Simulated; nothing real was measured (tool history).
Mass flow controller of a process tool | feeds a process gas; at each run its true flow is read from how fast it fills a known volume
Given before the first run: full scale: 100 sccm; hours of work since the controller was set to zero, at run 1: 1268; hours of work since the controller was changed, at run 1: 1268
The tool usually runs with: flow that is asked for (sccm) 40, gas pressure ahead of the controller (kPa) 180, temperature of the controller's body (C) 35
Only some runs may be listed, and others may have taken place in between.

| run | day | flow that is asked for (sccm) | gas pressure ahead of the controller (kPa) | temperature of the controller's body (C) | hours of work since the controller was set to zero | hours of work since the controller was changed | true flow (%) |
|---|---|---|---|---|---|---|---|
| 1 | 0 | 40 | 180 | 35 | 1268 | 1268 | 98.53 |
| 2 | 1.354 | 40 | 206 | 35 | 1292 | 1292 | 98.66 |
| 3 | 3.7 | 40 | 206 | 35 | 1332 | 1332 | 98.87 |
| 4 | 5.675 | 40 | 206 | 35 | 1366 | 1366 | 98.8 |
| 5 | 8.967 | 40 | 206 | 35 | 1422 | 1422 | 98.71 |
| 6 | 12.175 | 40 | 180 | 35 | 1478 | 1478 | 98.61 |
| 7 | 14.008 | 40 | 180 | 35 | 1509 | 1509 | 98.6 |
| 8 | 16.875 | 40 | 180 | 35 | 1559 | 1559 | 98.52 |
| 9 | 18.708 | 40 | 180 | 35 | 1590 | 1590 | 98.68 |
| 10 | 20.412 | 40 | 180 | 35 | 1619 | 1619 | 98.73 |
| 11 | 23.029 | 39 | 180 | 35 | 1664 | 1664 | 98.56 |
| 12 | 25.688 | 39 | 180 | 35 | 1710 | 1710 | 98.7 |
| 13 | 27.608 | 70 | 233 | 29 | 1743 | 1743 | 99.66 |
| 14 | 29.629 | 70 | 233 | 29 | 1778 | 1778 | 99.61 |
| 15 | 32.279 | 18 | 150 | 35 | 1823 | 1823 | 98.3 |
| 16 | 34.092 | 43 | 180 | 24 | 1855 | 1855 | 99.54 |
| 17 | 35.45 | 29 | 189 | 27 | 1878 | 1878 | 99.28 |
| 18 | 37.708 | 96 | 189 | 30 | 1917 | 1917 | 99.51 |
| 19 | 39.567 | 59 | 232 | 34 | 1949 | 1949 | 99.19 |
| 20 | 41.629 | 59 | 232 | 34 | 1984 | 1984 | 99.11 |
| 21 | 44.742 | 59 | 232 | 34 | 2038 | 2038 | 99.12 |

Each row is a separate what-if for the run after 21, all from the same tool condition, not one after another. Results?
| A | 46.767 | 40 | 211 | 33 | 2073 | 2073 | ? |
| B | 46.767 | 65 | 232 | 34 | 2073 | 2073 | ? |
| C | 46.767 | 34 | 152 | 40 | 2073 | 2073 | ? |

| run | true flow (%) |
|---|---|
| A | 98.94 |
| B | 99.11 |
| C | 97.97 |
Take away the tool's hidden state, keep each run's random variation, and the runs would have read:
| run | true flow (%) |
|---|---|
| A | 98.94 |
| B | 99.11 |
| C | 97.96 |
